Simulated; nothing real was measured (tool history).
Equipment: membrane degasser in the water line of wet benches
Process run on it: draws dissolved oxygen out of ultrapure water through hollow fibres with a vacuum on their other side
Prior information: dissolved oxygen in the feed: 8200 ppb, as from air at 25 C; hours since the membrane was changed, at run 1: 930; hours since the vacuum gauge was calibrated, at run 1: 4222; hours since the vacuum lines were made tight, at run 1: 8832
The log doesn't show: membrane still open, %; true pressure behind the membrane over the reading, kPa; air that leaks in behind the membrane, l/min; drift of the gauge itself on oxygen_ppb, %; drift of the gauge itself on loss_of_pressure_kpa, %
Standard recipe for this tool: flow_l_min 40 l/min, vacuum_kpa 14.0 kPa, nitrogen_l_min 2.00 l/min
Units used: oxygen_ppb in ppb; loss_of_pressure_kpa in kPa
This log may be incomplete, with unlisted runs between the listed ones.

run    hour  flow_l_min  vacuum_kpa  nitrogen_l_min  hours since the membrane was changed  hours since the vacuum gauge was calibrated  hours since the vacuum lines were made tight  oxygen_ppb  loss_of_pressure_kpa
  1     0.0          40        14.0            2.00                                   930                                         4222                                          8832       495.0                 66.98
  2    89.7          62        14.0            2.00                                  1020                                         4312                                          8921       774.6                103.79
  3   227.5          40        14.0            4.39                                  1157                                         4450                                          9059       265.0                 66.88
  4   303.1          40        14.0            1.70                                  1233                                         4525                                          9135       565.2                 67.06
  5   460.5          62        14.0            1.70                                  1390                                         4683                                          9292       863.8                104.11
  6   616.9          62        14.0            1.70                                  1547                                         4839                                          9448       863.2                104.07
  7   733.5          40         8.5            2.00                                  1663                                         4956                                          9565       272.2                 67.81
  8   878.0          40        14.0            2.00                                  1808                                         5100                                          9710       497.7                 67.16
  9   959.5          40        14.0            2.00                                  1889                                         5182                                          9791       499.5                 67.13
 10  1110.5          40         8.4            2.00                                  2040                                         5333                                          9942       268.4                 67.34
 11  1274.3          58         8.4            2.00                                  2204                                         5496                                         10106       422.0                 97.70
 12  1383.9          58         8.4            2.00                                  2314                                         5606                                         10215       421.3                 97.60
 13  1488.0          58         8.4            5.48                                  2418                                         5710                                         10320       239.5                 98.00
 14  1556.5          58         8.4            5.48                                  2486                                         5779                                         10388       239.3                 97.23
 15  1689.3          58         8.4            5.48                                  2619                                         5912                                         10521       239.3                 97.59
 16  1765.6          40        14.0            2.00                                  2695                                         5988                                         10597       500.3                 67.41
 17  1837.4          40        14.0            2.00                                  2767                                         6060                                         10669       501.9                 67.21
 18  1915.8          31        32.3            4.24                                  2846                                         6138                                         10747       508.2                 52.64
 19  2014.5          31        32.3            4.24                                  2944                                         6237                                         10846       505.9                 52.24
 20  2162.5          27        25.1            0.93                                  3092                                         6385                                         10994      1207.0                 45.65
     2196.4  -- seals of the vacuum lines changed
 21  2301.5          27        25.1            0.93                                  3229                                         6522                                           105      1195.0                 45.40
 22  2368.9          40        14.0            1.63                                  3297                                         6589                                           173       583.4                 67.54
 23  2470.7          40        14.0            1.63                                  3398                                         6691                                           274       586.8                 67.84
 24  2631.9          40        11.1            3.94                                  3560                                         6852                                           436       224.6                 67.60
 25  2709.3          57         9.0            2.85                                  3637                                         6929                                           513       361.0                 96.12
 26  2843.0          29        14.6            4.84                                  3771                                         7063                                           647       175.0                 49.30
 27  2978.0          60        14.6            2.64                                  3906                                         7198                                           782       653.5                100.98
 28  3050.2          60        15.1            0.85                                  3978                                         7270                                           854      1405.8                101.67
 29  3153.2          31        11.1            2.00                                  4081                                         7373                                           957       294.5                 52.30
 30  3229.3          29        11.1            3.35                                  4157                                         7450                                          1033       176.0                 49.27
 31  3358.0          54        11.2            4.07                                  4286                                         7578                                          1162       334.8                 91.83
 32  3459.7          54        11.2            4.07                                  4387                                         7680                                          1263       332.3                 91.33

Consider 4 possible next runs. They are alternatives, not a sequence: every one starts from the tool as it was left by run 32. What does each give?
  A  3585.3          51        11.5            2.08                                  4513                                         7806                                          1389           ?                     ?
  B  3585.3          28        24.9            0.97                                  4513                                         7806                                          1389           ?                     ?
  C  3585.3          54        11.2            1.87                                  4513                                         7806                                          1389           ?                     ?
  D  3585.3          26        14.0            3.85                                  4513                                         7806                                          1389           ?                     ?

run  oxygen_ppb  loss_of_pressure_kpa
  A       506.4                 85.87
  B      1191.1                 47.59
  C       562.9                 91.32
  D       183.1                 43.79
Without the tool's unlogged condition, the same runs would have read:
run  oxygen_ppb  loss_of_pressure_kpa
  A       487.2                 84.37
  B      1176.1                 46.76
  C       541.2                 89.73
  D       177.6                 43.03
